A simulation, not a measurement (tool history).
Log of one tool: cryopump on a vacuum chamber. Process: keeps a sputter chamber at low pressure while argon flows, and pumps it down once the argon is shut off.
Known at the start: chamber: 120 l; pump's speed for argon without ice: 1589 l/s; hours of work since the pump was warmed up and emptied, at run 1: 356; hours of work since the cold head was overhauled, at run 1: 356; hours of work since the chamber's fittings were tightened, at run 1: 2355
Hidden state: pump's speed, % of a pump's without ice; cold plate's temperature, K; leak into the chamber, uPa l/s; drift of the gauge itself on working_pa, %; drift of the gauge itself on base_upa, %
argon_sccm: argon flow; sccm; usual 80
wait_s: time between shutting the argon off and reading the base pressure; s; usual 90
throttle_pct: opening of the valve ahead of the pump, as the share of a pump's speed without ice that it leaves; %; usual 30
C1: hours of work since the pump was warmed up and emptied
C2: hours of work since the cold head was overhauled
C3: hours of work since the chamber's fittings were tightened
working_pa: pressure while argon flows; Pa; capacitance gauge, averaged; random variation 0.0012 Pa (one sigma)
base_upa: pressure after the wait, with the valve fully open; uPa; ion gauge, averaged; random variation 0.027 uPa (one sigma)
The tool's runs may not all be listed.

run 1 day=0 | argon_sccm=80 wait_s=90 throttle_pct=30 | C1=356 C2=356 C3=2355 | working_pa=0.3036 base_upa=2.84
run 2 day=0.633 | argon_sccm=80 wait_s=90 throttle_pct=30 | C1=365 C2=365 C3=2364 | working_pa=0.3032 base_upa=2.9
run 3 day=1.088 | argon_sccm=80 wait_s=90 throttle_pct=30 | C1=372 C2=372 C3=2371 | working_pa=0.3078 base_upa=2.92
run 4 day=1.658 | argon_sccm=80 wait_s=90 throttle_pct=30 | C1=380 C2=380 C3=2379 | working_pa=0.3068 base_upa=2.96
run 5 day=2.054 | argon_sccm=80 wait_s=90 throttle_pct=30 | C1=386 C2=386 C3=2385 | working_pa=0.3064 base_upa=2.95
run 6 day=2.562 | argon_sccm=39 wait_s=90 throttle_pct=30 | C1=393 C2=393 C3=2392 | working_pa=0.1486 base_upa=3.01
run 7 day=3.138 | argon_sccm=39 wait_s=90 throttle_pct=30 | C1=401 C2=401 C3=2401 | working_pa=0.1486 base_upa=2.93
run 8 day=3.567 | argon_sccm=39 wait_s=90 throttle_pct=30 | C1=408 C2=408 C3=2407 | working_pa=0.1503 base_upa=3.12
run 9 day=4.288 | argon_sccm=39 wait_s=90 throttle_pct=30 | C1=418 C2=418 C3=2417 | working_pa=0.1494 base_upa=3.06
run 10 day=4.588 | argon_sccm=39 wait_s=90 throttle_pct=30 | C1=422 C2=422 C3=2422 | working_pa=0.1511 base_upa=3.06
run 11 day=5.142 | argon_sccm=39 wait_s=90 throttle_pct=30 | C1=431 C2=431 C3=2430 | working_pa=0.1512 base_upa=3.04
run 12 day=5.754 | argon_sccm=80 wait_s=90 throttle_pct=16 | C1=439 C2=439 C3=2439 | working_pa=0.5561 base_upa=3.14
run 13 day=6.117 | argon_sccm=80 wait_s=90 throttle_pct=16 | C1=445 C2=445 C3=2444 | working_pa=0.5598 base_upa=3.22
run 14 day=6.675 | argon_sccm=80 wait_s=131 throttle_pct=30 | C1=453 C2=453 C3=2452 | working_pa=0.3133 base_upa=2.89
run 15 day=7.071 | argon_sccm=80 wait_s=90 throttle_pct=30 | C1=459 C2=459 C3=2458 | working_pa=0.3122 base_upa=3.04
run 16 day=7.433 | argon_sccm=80 wait_s=90 throttle_pct=30 | C1=464 C2=464 C3=2463 | working_pa=0.313 base_upa=3.13
run 17 day=7.729 | argon_sccm=80 wait_s=90 throttle_pct=30 | C1=468 C2=468 C3=2467 | working_pa=0.3151 base_upa=3.15
run 18 day=8.196 | argon_sccm=80 wait_s=90 throttle_pct=30 | C1=475 C2=475 C3=2474 | working_pa=0.3139 base_upa=3.13
run 19 day=8.854 | argon_sccm=80 wait_s=90 throttle_pct=30 | C1=484 C2=484 C3=2484 | working_pa=0.3116 base_upa=3.13
run 20 day=9.404 | argon_sccm=80 wait_s=90 throttle_pct=30 | C1=492 C2=492 C3=2492 | working_pa=0.3144 base_upa=3.29
run 21 day=10.071 | argon_sccm=67 wait_s=254 throttle_pct=33 | C1=502 C2=502 C3=2501 | working_pa=0.2441 base_upa=2.59
run 22 day=10.767 | argon_sccm=80 wait_s=90 throttle_pct=31 | C1=512 C2=512 C3=2512 | working_pa=0.3066 base_upa=3.35
run 23 day=11.167 | argon_sccm=149 wait_s=46 throttle_pct=18 | C1=518 C2=518 C3=2517 | working_pa=0.9417 base_upa=4.19
run 24 day=11.558 | argon_sccm=149 wait_s=46 throttle_pct=18 | C1=524 C2=524 C3=2523 | working_pa=0.9448 base_upa=4.21
run 25 day=12.242 | argon_sccm=135 wait_s=70 throttle_pct=39 | C1=534 C2=534 C3=2533 | working_pa=0.427 base_upa=3.64
-- day=12.583 pump warmed up, emptied and cooled again
run 26 day=13.121 | argon_sccm=135 wait_s=70 throttle_pct=39 | C1=8 C2=543 C3=2543 | working_pa=0.3679 base_upa=3.01
run 27 day=13.583 | argon_sccm=135 wait_s=70 throttle_pct=39 | C1=15 C2=550 C3=2549 | working_pa=0.3716 base_upa=3.06
run 28 day=14.225 | argon_sccm=32 wait_s=70 throttle_pct=39 | C1=24 C2=559 C3=2559 | working_pa=0.0888 base_upa=2.99
run 29 day=14.638 | argon_sccm=32 wait_s=70 throttle_pct=39 | C1=30 C2=565 C3=2565 | working_pa=0.0885 base_upa=3.03
run 30 day=15.312 | argon_sccm=80 wait_s=66 throttle_pct=48 | C1=40 C2=575 C3=2574 | working_pa=0.1804 base_upa=3.16
run 31 day=15.925 | argon_sccm=132 wait_s=222 throttle_pct=30 | C1=49 C2=584 C3=2583 | working_pa=0.4741 base_upa=2.12
run 32 day=16.454 | argon_sccm=84 wait_s=172 throttle_pct=47 | C1=56 C2=592 C3=2591 | working_pa=0.1929 base_upa=2.27
run 33 day=16.838 | argon_sccm=70 wait_s=24 throttle_pct=17 | C1=62 C2=597 C3=2597 | working_pa=0.4433 base_upa=5.44
run 34 day=17.296 | argon_sccm=39 wait_s=90 throttle_pct=45 | C1=68 C2=604 C3=2603 | working_pa=0.0944 base_upa=2.73

Hidden state or all else? Some run-to-run changes of working_pa, split into what the settings, what came in and random variation would give without the hidden state, and what is left for the hidden state (with any gauge scatter that isn't in both results):
Run 11 -> 12: argon_sccm 39 -> 80, throttle_pct 30 -> 16. working_pa +0.4049 Pa: hidden state +0.0141, all else +0.3908.
Run 22 -> 23: argon_sccm 80 -> 149, wait_s 90 -> 46, throttle_pct 31 -> 18. working_pa +0.6351 Pa: hidden state +0.0294, all else +0.6057.
Run 24 -> 25: argon_sccm 149 -> 135, wait_s 46 -> 70, throttle_pct 18 -> 39. working_pa -0.5178 Pa: hidden state -0.0045, all else -0.5133.
Run 25 -> 26: pump warmed up, emptied and cooled again. working_pa -0.0591 Pa: hidden state -0.057, all else -0.0021.

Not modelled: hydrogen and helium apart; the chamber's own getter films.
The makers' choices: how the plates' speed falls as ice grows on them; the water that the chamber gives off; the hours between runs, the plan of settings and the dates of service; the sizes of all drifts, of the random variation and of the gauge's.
